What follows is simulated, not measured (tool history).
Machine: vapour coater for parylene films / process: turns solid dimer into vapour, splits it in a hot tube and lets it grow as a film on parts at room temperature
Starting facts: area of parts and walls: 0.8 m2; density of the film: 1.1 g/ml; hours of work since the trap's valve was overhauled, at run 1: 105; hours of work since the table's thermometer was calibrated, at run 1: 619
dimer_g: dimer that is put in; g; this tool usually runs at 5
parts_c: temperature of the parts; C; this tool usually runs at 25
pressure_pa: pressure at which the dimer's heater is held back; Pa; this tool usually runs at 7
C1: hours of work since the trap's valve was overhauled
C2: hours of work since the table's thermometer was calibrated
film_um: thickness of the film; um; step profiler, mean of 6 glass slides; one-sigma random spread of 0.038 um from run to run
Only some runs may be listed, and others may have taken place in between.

Run 1, hour 0: usual settings; C1 105; C2 619. Result: film_um 3.97 um.
Run 2, hour 61.6: usual settings but dimer_g 4 g; C1 131; C2 645. Result: film_um 3.21 um.
Run 3, hour 123.3: usual settings but dimer_g 4 g, pressure_pa 7.14 Pa; C1 157; C2 671. Result: film_um 3.19 um.
Run 4, hour 202.2: usual settings but dimer_g 4 g, pressure_pa 7.14 Pa; C1 190; C2 704. Result: film_um 3.29 um.
At hour 269.7: trap's valve overhauled.
Run 5, hour 270: usual settings; C1 0; C2 731. Result: film_um 4.03 um.
Run 6, hour 306.4: usual settings; C1 15; C2 747. Result: film_um 4.08 um.
Run 7, hour 390.6: usual settings; C1 51; C2 782. Result: film_um 4.05 um.
Run 8, hour 445.1: usual settings; C1 74; C2 805. Result: film_um 4.02 um.
Run 9, hour 531: usual settings; C1 110; C2 841. Result: film_um 4 um.
Run 10, hour 594.9: usual settings; C1 137; C2 868. Result: film_um 4.08 um.
Run 11, hour 676.7: usual settings; C1 172; C2 903. Result: film_um 4.06 um.
At hour 712.8: table's thermometer calibrated.
Run 12, hour 754.8: usual settings; C1 204; C2 18. Result: film_um 4.05 um.
At hour 790: trap's valve overhauled.
Run 13, hour 846.1: usual settings but dimer_g 6 g, parts_c 17 C, pressure_pa 6.19 Pa; C1 24; C2 55. Result: film_um 5.85 um.
Run 14, hour 912.3: usual settings but dimer_g 6 g, parts_c 27 C, pressure_pa 7.71 Pa; C1 52; C2 82. Result: film_um 4.59 um.
Run 15, hour 954: usual settings but dimer_g 6 g, parts_c 27 C, pressure_pa 7.71 Pa; C1 69; C2 100. Result: film_um 4.53 um.
Run 16, hour 1030.4: usual settings but dimer_g 3 g, parts_c 31 C, pressure_pa 2.31 Pa; C1 101; C2 132. Result: film_um 2.7 um.
Run 17, hour 1077: usual settings but dimer_g 6 g, parts_c 24 C, pressure_pa 6.11 Pa; C1 121; C2 152. Result: film_um 5.14 um.
Run 18, hour 1145.3: usual settings but dimer_g 7 g, parts_c 33 C, pressure_pa 2.68 Pa; C1 150; C2 181. Result: film_um 5.78 um.
Run 19, hour 1192.6: usual settings but dimer_g 3 g, parts_c 32 C, pressure_pa 5.65 Pa; C1 170; C2 201. Result: film_um 2.19 um.
Run 20, hour 1259.1: usual settings but dimer_g 3 g, parts_c 29 C, pressure_pa 3.19 Pa; C1 198; C2 229. Result: film_um 2.63 um.
At hour 1307.1: trap's valve overhauled.
Run 21, hour 1333.7: usual settings but dimer_g 3 g; C1 11; C2 258. Result: film_um 2.42 um.

For run 22, what comes out?
Run 22, hour 1384.8: usual settings but dimer_g 3 g; C1 33; C2 280. Result: film_um ?.

Run 22 came out at film_um 2.46 um.
With the hidden condition absent and the run-to-run variation left alone, this run would have shown film_um 2.46 um.

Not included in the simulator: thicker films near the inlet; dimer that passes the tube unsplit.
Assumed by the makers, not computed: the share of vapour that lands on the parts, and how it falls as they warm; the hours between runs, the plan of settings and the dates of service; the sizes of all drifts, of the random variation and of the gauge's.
